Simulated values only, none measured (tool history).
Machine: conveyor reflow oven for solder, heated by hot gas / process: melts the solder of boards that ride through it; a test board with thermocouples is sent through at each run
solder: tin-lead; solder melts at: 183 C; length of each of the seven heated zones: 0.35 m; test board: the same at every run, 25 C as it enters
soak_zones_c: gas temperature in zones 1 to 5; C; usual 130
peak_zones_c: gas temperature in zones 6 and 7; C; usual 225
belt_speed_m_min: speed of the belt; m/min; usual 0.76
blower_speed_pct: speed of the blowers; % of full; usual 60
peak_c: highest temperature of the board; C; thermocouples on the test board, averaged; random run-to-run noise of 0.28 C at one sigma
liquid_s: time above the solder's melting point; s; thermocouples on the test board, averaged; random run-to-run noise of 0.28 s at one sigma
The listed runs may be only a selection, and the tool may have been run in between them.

run,day,soak_zones_c,peak_zones_c,belt_speed_m_min,blower_speed_pct,peak_c,liquid_s
1,0,130,225,0.76,60,203,28.7
2,0.554,130,225,0.76,60,202.5,28.7
3,1.192,130,225,0.76,60,202.7,28.2
# day 1.608: flux residue cleaned out of gas plates and filters
4,2.033,130,225,0.76,60,205.4,31.6
5,2.617,130,225,0.76,73,210.1,36.3
6,3.092,130,225,0.76,73,210.1,35.3
7,3.4,130,225,0.76,73,209.6,36.3
8,3.7,130,225,0.76,73,209.6,35.8
# day 3.904: belt drive overhauled, speed set with a stopwatch
9,4.483,130,225,0.76,60,205.3,32.1
10,4.942,130,225,0.76,67,208.1,34.6
11,5.554,130,225,0.76,60,205.6,31.8
12,5.975,122,225,0.76,60,203.6,29.1
13,6.267,122,225,0.76,60,203,28.2
14,6.667,122,225,0.76,60,203.1,28.3
# day 7.046: belt drive overhauled, speed set with a stopwatch, once more
15,7.125,122,225,0.76,60,202.7,26.9
16,7.629,135,225,0.776,89,212.3,38.2
17,8.088,130,229,0.901,60,200.8,21.6
18,8.496,130,225,0.808,73,206.6,30.5
19,9.033,130,235,0.76,60,211.9,36.1
20,9.438,136,225,0.687,60,208,39.3
21,9.833,124,225,0.76,50,197.5,21.6
22,10.4,129,225,0.76,67,206,31.9
23,10.767,129,225,0.76,67,206,32
24,11.275,129,225,0.76,67,206,31.4
25,11.908,130,225,0.76,52,200.1,24.8
26,12.479,126,231,0.76,52,203.3,27.6
27,13.046,141,231,0.76,60,210.9,37.1
28,13.45,122,240,0.76,56,211.6,33.5
29,13.858,122,240,0.638,54,217.9,45.2
30,14.2,122,224,0.638,79,211.9,43.2

What if the next run were any one of these 4? Each begins from the tool's condition after run 30:
A,14.542,122,217,0.638,70,?,?
B,14.542,130,225,0.647,60,?,?
C,14.542,130,225,0.776,60,?,?
D,14.542,122,221,0.638,79,?,?

run,peak_c,liquid_s
A,203.1,35.6
B,208.1,39.9
C,202.1,27
D,209.1,40.9
Stripped of hidden state, with their random variation kept, the same runs would have yielded:
run,peak_c,liquid_s
A,205.9,38.9
B,210.8,42.4
C,205.1,29.9
D,212.1,43.7

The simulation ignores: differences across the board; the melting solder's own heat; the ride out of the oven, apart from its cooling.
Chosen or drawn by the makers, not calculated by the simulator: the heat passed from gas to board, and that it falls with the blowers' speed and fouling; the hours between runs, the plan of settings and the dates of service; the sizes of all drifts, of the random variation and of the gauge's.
